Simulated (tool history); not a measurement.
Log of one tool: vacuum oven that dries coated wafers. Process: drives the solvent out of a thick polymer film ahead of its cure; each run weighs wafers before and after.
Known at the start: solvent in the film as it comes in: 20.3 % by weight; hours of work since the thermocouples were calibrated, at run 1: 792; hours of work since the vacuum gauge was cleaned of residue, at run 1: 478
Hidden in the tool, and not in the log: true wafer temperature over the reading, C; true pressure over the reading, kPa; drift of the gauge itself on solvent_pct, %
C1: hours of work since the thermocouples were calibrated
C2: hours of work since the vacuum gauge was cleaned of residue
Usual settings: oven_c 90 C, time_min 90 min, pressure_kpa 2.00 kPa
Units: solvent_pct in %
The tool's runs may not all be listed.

{"run": 1, "hour": 0.0, "oven_c": 90, "time_min": 90, "pressure_kpa": 2.0, "C1": 792, "C2": 478, "solvent_pct": 5.0}
{"run": 2, "hour": 22.2, "oven_c": 93, "time_min": 90, "pressure_kpa": 2.0, "C1": 805, "C2": 491, "solvent_pct": 4.01}
{"run": 3, "hour": 48.2, "oven_c": 90, "time_min": 90, "pressure_kpa": 2.0, "C1": 821, "C2": 506, "solvent_pct": 4.96}
{"run": 4, "hour": 71.0, "oven_c": 90, "time_min": 79, "pressure_kpa": 2.0, "C1": 834, "C2": 519, "solvent_pct": 5.64}
{"run": 5, "hour": 88.9, "oven_c": 90, "time_min": 79, "pressure_kpa": 2.0, "C1": 845, "C2": 530, "solvent_pct": 5.8}
{"run": 6, "hour": 114.3, "oven_c": 90, "time_min": 90, "pressure_kpa": 2.0, "C1": 859, "C2": 545, "solvent_pct": 5.05}
{"run": 7, "hour": 129.9, "oven_c": 90, "time_min": 90, "pressure_kpa": 2.0, "C1": 869, "C2": 554, "solvent_pct": 5.09}
{"run": 8, "hour": 142.8, "oven_c": 90, "time_min": 105, "pressure_kpa": 2.0, "C1": 876, "C2": 561, "solvent_pct": 4.27}
{"run": 9, "hour": 168.6, "oven_c": 90, "time_min": 105, "pressure_kpa": 2.0, "C1": 891, "C2": 576, "solvent_pct": 4.32}
{"run": 10, "hour": 187.2, "oven_c": 90, "time_min": 105, "pressure_kpa": 2.0, "C1": 902, "C2": 587, "solvent_pct": 4.39}
{"run": 11, "hour": 202.4, "oven_c": 90, "time_min": 105, "pressure_kpa": 2.0, "C1": 911, "C2": 596, "solvent_pct": 4.35}
{"run": 12, "hour": 224.2, "oven_c": 90, "time_min": 105, "pressure_kpa": 2.0, "C1": 924, "C2": 609, "solvent_pct": 4.35}
{"run": 13, "hour": 237.8, "oven_c": 90, "time_min": 105, "pressure_kpa": 2.0, "C1": 932, "C2": 617, "solvent_pct": 4.3}
{"run": 14, "hour": 258.7, "oven_c": 90, "time_min": 105, "pressure_kpa": 2.0, "C1": 944, "C2": 629, "solvent_pct": 4.34}
{"run": 15, "hour": 279.5, "oven_c": 90, "time_min": 105, "pressure_kpa": 2.0, "C1": 956, "C2": 641, "solvent_pct": 4.25}
{"run": 16, "hour": 303.3, "oven_c": 90, "time_min": 90, "pressure_kpa": 1.64, "C1": 970, "C2": 655, "solvent_pct": 4.91}
{"run": 17, "hour": 329.2, "oven_c": 90, "time_min": 90, "pressure_kpa": 1.64, "C1": 985, "C2": 670, "solvent_pct": 4.96}
{"run": 18, "hour": 343.0, "oven_c": 90, "time_min": 90, "pressure_kpa": 1.64, "C1": 993, "C2": 679, "solvent_pct": 4.98}
{"run": 19, "hour": 356.8, "oven_c": 90, "time_min": 90, "pressure_kpa": 1.64, "C1": 1001, "C2": 687, "solvent_pct": 4.97}
{"run": 20, "hour": 381.4, "oven_c": 104, "time_min": 90, "pressure_kpa": 1.64, "C1": 1016, "C2": 701, "solvent_pct": 1.48}
{"run": 21, "hour": 399.3, "oven_c": 104, "time_min": 90, "pressure_kpa": 1.64, "C1": 1026, "C2": 712, "solvent_pct": 1.43}
{"run": 22, "hour": 418.9, "oven_c": 104, "time_min": 90, "pressure_kpa": 1.64, "C1": 1038, "C2": 723, "solvent_pct": 1.47}
{"run": 23, "hour": 437.8, "oven_c": 90, "time_min": 90, "pressure_kpa": 2.0, "C1": 1049, "C2": 734, "solvent_pct": 5.26}
{"run": 24, "hour": 458.5, "oven_c": 90, "time_min": 90, "pressure_kpa": 2.0, "C1": 1061, "C2": 746, "solvent_pct": 5.27}
{"run": 25, "hour": 479.8, "oven_c": 90, "time_min": 90, "pressure_kpa": 2.0, "C1": 1074, "C2": 759, "solvent_pct": 5.15}
{"run": 26, "hour": 501.4, "oven_c": 90, "time_min": 65, "pressure_kpa": 4.61, "C1": 1086, "C2": 771, "solvent_pct": 8.34}
{"run": 27, "hour": 523.2, "oven_c": 90, "time_min": 68, "pressure_kpa": 2.0, "C1": 1099, "C2": 784, "solvent_pct": 6.94}
{"run": 28, "hour": 538.0, "oven_c": 90, "time_min": 68, "pressure_kpa": 2.0, "C1": 1108, "C2": 793, "solvent_pct": 6.82}
{"run": 29, "hour": 558.5, "oven_c": 104, "time_min": 138, "pressure_kpa": 2.0, "C1": 1120, "C2": 805, "solvent_pct": 1.03}
{"run": 30, "hour": 572.9, "oven_c": 95, "time_min": 90, "pressure_kpa": 7.61, "C1": 1128, "C2": 813, "solvent_pct": 6.61}
{"run": 31, "hour": 589.3, "oven_c": 95, "time_min": 90, "pressure_kpa": 7.61, "C1": 1138, "C2": 823, "solvent_pct": 6.69}
{"run": 32, "hour": 604.2, "oven_c": 84, "time_min": 92, "pressure_kpa": 7.61, "C1": 1146, "C2": 832, "solvent_pct": 11.26}
{"run": 33, "hour": 631.0, "oven_c": 84, "time_min": 158, "pressure_kpa": 7.61, "C1": 1162, "C2": 847, "solvent_pct": 9.18}
{"run": 34, "hour": 647.4, "oven_c": 102, "time_min": 90, "pressure_kpa": 2.0, "C1": 1172, "C2": 857, "solvent_pct": 1.99}
{"run": 35, "hour": 664.1, "oven_c": 105, "time_min": 104, "pressure_kpa": 7.61, "C1": 1182, "C2": 867, "solvent_pct": 3.7}
{"run": 36, "hour": 678.0, "oven_c": 105, "time_min": 104, "pressure_kpa": 7.61, "C1": 1190, "C2": 875, "solvent_pct": 3.63}
{"run": 37, "hour": 700.1, "oven_c": 101, "time_min": 106, "pressure_kpa": 1.8, "C1": 1203, "C2": 888, "solvent_pct": 1.62}
{"run": 38, "hour": 722.5, "oven_c": 101, "time_min": 106, "pressure_kpa": 1.8, "C1": 1216, "C2": 901, "solvent_pct": 1.78}
{"hour": 732.4, "done": "oven's thermocouples calibrated"}
{"run": 39, "hour": 747.5, "oven_c": 95, "time_min": 71, "pressure_kpa": 1.8, "C1": 9, "C2": 914, "solvent_pct": 4.21}
{"run": 40, "hour": 762.8, "oven_c": 82, "time_min": 71, "pressure_kpa": 1.8, "C1": 18, "C2": 923, "solvent_pct": 8.8}
{"run": 41, "hour": 782.2, "oven_c": 82, "time_min": 71, "pressure_kpa": 1.8, "C1": 29, "C2": 935, "solvent_pct": 8.94}
{"run": 42, "hour": 796.3, "oven_c": 90, "time_min": 46, "pressure_kpa": 6.26, "C1": 37, "C2": 943, "solvent_pct": 9.94}
{"run": 43, "hour": 821.4, "oven_c": 104, "time_min": 95, "pressure_kpa": 6.26, "C1": 52, "C2": 958, "solvent_pct": 3.03}
{"run": 44, "hour": 840.4, "oven_c": 101, "time_min": 112, "pressure_kpa": 6.65, "C1": 63, "C2": 969, "solvent_pct": 3.48}
{"run": 45, "hour": 866.6, "oven_c": 101, "time_min": 112, "pressure_kpa": 4.72, "C1": 79, "C2": 984, "solvent_pct": 2.59}
{"run": 46, "hour": 886.6, "oven_c": 101, "time_min": 112, "pressure_kpa": 4.72, "C1": 90, "C2": 996, "solvent_pct": 2.73}

The next listed run, before its measurement:
{"run": 47, "hour": 897.6, "oven_c": 100, "time_min": 116, "pressure_kpa": 1.29, "C1": 97, "C2": 1002, "solvent_pct": "?"}

Run 47 gave solvent_pct 1.14 %.
Without the tool's hidden state the same run would have given solvent_pct 1.05 %.

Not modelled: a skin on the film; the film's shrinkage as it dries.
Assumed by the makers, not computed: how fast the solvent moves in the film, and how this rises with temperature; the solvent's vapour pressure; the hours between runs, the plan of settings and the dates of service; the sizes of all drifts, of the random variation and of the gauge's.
